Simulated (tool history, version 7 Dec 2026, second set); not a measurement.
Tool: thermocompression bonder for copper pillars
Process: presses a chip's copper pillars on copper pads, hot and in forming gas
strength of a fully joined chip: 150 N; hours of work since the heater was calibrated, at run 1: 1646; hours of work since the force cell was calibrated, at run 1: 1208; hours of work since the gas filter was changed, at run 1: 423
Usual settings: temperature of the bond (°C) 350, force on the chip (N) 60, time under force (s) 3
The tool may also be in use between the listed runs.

run,hour,temperature of the bond (°C),force on the chip (N),time under force (s),hours of work since the heater was calibrated,hours of work since the force cell was calibrated,hours of work since the gas filter was changed,force that shears a chip off (N)
1,0.0,350,60,3,1646,1208,423,71.6
# hour 49.1: forming gas filter changed
2,49.7,350,60,3,1682,1244,0,79.7
3,73.5,350,60,3,1700,1262,18,76.4
# hour 117.9: heater calibrated with a thermocouple chip
4,129.6,350,77,3,9,1302,58,91.8
5,156.1,350,60,2,28,1322,78,64.5
6,213.6,350,60,2,71,1364,120,63.6
7,245.1,350,60,2,94,1388,144,64.5
8,276.6,350,60,3,118,1411,167,73.6
9,310.6,350,60,3,143,1436,192,73.2
10,364.3,350,57,6,183,1476,232,87.7
11,410.1,372,73,4,217,1510,266,101.4
12,435.0,372,59,2,235,1528,285,70.0
13,487.3,361,55,2,274,1567,323,61.5
14,517.0,328,76,6,296,1589,345,89.8
15,560.8,332,76,2,328,1622,378,64.8
16,611.7,332,53,3,366,1659,416,54.6
17,664.3,332,53,3,405,1698,455,54.1

4 ways to go on from here, each from the tool as it stands after run 17. What would each give?
# hour 670.7: forming gas filter changed
A,717.8,350,89,2,444,1738,35,?
# hour 670.7: forming gas filter changed
B,717.8,357,60,3,444,1738,35,?
# hour 670.7: forming gas filter changed
C,717.8,362,57,7,444,1738,35,?
# hour 670.7: forming gas filter changed
D,717.8,344,86,2,444,1738,35,?

run,force that shears a chip off (N)
A,89.3
B,79.4
C,101.9
D,84.9
Without the tool's hidden state the same runs would have given:
run,force that shears a chip off (N)
A,90.9
B,80.9
C,103.7
D,86.5
